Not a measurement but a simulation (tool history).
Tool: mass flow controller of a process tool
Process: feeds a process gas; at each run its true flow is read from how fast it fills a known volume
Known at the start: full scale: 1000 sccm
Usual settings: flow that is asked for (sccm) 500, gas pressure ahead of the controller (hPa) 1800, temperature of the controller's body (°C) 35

| run | hour | flow that is asked for (sccm) | gas pressure ahead of the controller (hPa) | temperature of the controller's body (°C) | true flow (%) |
|---|---|---|---|---|---|
| 1 | 0 | 500 | 1800 | 35 | 98.98 |
| 2 | 84.6 | 500 | 1800 | 35 | 99.07 |
| 3 | 212.3 | 500 | 1800 | 35 | 99.25 |
| 4 | 329.6 | 127 | 1800 | 35 | 98.1 |
| 5 | 445.5 | 127 | 1800 | 35 | 98.14 |
| 6 | 567.4 | 127 | 1800 | 35 | 98.19 |
| 7 | 699.2 | 500 | 1800 | 35 | 99.43 |
| 8 | 869.5 | 500 | 1800 | 35 | 99.43 |
| 9 | 1012.5 | 500 | 1800 | 35 | 99.71 |
| 10 | 1120.6 | 500 | 1800 | 35 | 99.72 |
| 11 | 1227.8 | 500 | 1800 | 35 | 99.65 |
| 12 | 1322.5 | 500 | 1800 | 35 | 99.69 |
| 13 | 1481.7 | 500 | 1800 | 35 | 99.85 |
| 14 | 1559.7 | 500 | 1800 | 35 | 99.75 |

Forecast run 15:
| 15 | 1669 | 500 | 1760 | 35 | ? |

Run 15 gave true flow (%) 99.95.
Without the tool's hidden state the same run would have given true flow (%) 99.09.
